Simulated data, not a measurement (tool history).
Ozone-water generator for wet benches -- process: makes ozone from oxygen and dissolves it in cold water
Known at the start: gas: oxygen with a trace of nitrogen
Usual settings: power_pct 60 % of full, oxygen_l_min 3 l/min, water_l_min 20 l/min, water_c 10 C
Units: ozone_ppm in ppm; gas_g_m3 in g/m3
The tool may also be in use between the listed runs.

run    hour  power_pct  oxygen_l_min  water_l_min  water_c  ozone_ppm  gas_g_m3
  1       0         60             3           20       10       15.1     176.2
  2   112.1         60             3           13       10       22.6     176.3
  3   245.6         60             3           13       10       22.7     175.6
  4   355.4         60             3           13       10       22.7     176.9
  5   448.9         60             3           13       10       22.6     177.5
  6   578.4         66             3           20       10         16     184.2
  7   687.1         66             3           20       10       16.2     187.2
  8   877.1         60             3           16       10       19.1     175.9
  9   977.8         60             3           20       12       15.4     176.1
 10  1151.3         60             3           20       10       15.5     174.2
 11  1338.7         60             3           20       10       15.4     176.3
 12  1531.7         60          1.51           20       10         12     235.6
 13  1730.8         47             3           23        7       11.8     154.8
 14  1814.8         46             3           23        7       11.7       152
 15  1931.7         60          2.74           20       10       14.8     184.7
 16  2130.9         92          3.66           12       13       30.2     203.7
 17  2269.8         99             3           12       10       31.7     230.4
 18  2443.6         99          1.86           12        9       28.3     281.9
 19  2608.3         63          3.64           12        9       26.1     167.1
 20  2774.3         45          2.46           20        7       12.7     163.9

5 options for the next run, each taken on its own from the tool as it stands now. Forecast them:
  A  2888.6         45          3.33           30        7          ?         ?
  B  2888.6         45          4.06           20        7          ?         ?
  C  2888.6         60          1.74           20       10          ?         ?
  D  2888.6         57          2.46           31        7          ?         ?
  E  2888.6         45           4.6           22       10          ?         ?

run  ozone_ppm  gas_g_m3
  A        8.8     146.2
  B       14.7     132.2
  C       12.9     222.9
  D          9     186.3
  E       13.4     124.6
What these runs would have given with no unlogged condition in the tool:
run  ozone_ppm  gas_g_m3
  A        8.8     146.5
  B       14.7     132.5
  C         13     223.5
  D        9.1     186.7
  E       13.5     124.8
